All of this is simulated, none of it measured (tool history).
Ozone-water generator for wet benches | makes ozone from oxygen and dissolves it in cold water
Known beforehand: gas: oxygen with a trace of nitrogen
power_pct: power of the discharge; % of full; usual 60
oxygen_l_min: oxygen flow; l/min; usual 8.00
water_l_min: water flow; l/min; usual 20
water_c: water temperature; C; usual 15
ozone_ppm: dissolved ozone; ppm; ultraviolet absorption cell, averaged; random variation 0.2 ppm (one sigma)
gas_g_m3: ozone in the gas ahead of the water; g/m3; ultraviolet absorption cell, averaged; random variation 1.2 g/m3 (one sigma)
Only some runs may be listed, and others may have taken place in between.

run	hour	power_pct	oxygen_l_min	water_l_min	water_c	ozone_ppm	gas_g_m3
1	0.0	60	8.00	20	15	29.1	218.8
2	27.6	60	8.00	20	15	29.5	219.2
3	43.6	60	8.00	20	15	29.3	218.5
4	72.5	60	8.00	20	15	29.2	219.5
5	103.4	60	8.00	20	15	29.7	219.7
6	122.1	60	8.00	20	15	29.5	220.2
7	139.5	60	8.00	20	15	29.5	218.1
8	166.3	60	8.00	22	15	27.3	220.2
9	180.9	60	8.00	22	15	27.1	223.8
10	212.0	60	12.01	20	15	27.1	172.1
11	241.5	85	4.90	28	9	28.7	373.8
12	258.2	60	9.71	22	15	26.1	199.0
13	274.8	60	9.71	22	15	26.3	196.4
14	287.6	81	9.71	22	15	32.3	239.6
15	316.3	60	8.00	12	20	37.9	222.7
16	335.0	60	8.00	12	20	37.8	221.1
17	357.1	60	8.00	16	8	39.4	222.8

Each row is a separate what-if for the run after 17, all from the same tool condition, not one after another. Results?
A	374.5	60	11.74	16	22	?	?
B	374.5	60	4.74	16	8	?	?
C	374.5	60	8.00	20	14	?	?
D	374.5	60	4.31	12	8	?	?
E	374.5	40	8.00	29	19	?	?

run	ozone_ppm	gas_g_m3
A	27.4	174.2
B	41.0	302.3
C	30.0	221.4
D	53.0	322.5
E	15.0	172.1
Without the tool's hidden state the same runs would have given:
run	ozone_ppm	gas_g_m3
A	27.4	172.0
B	41.0	298.6
C	30.0	218.7
D	53.0	318.6
E	15.0	170.0
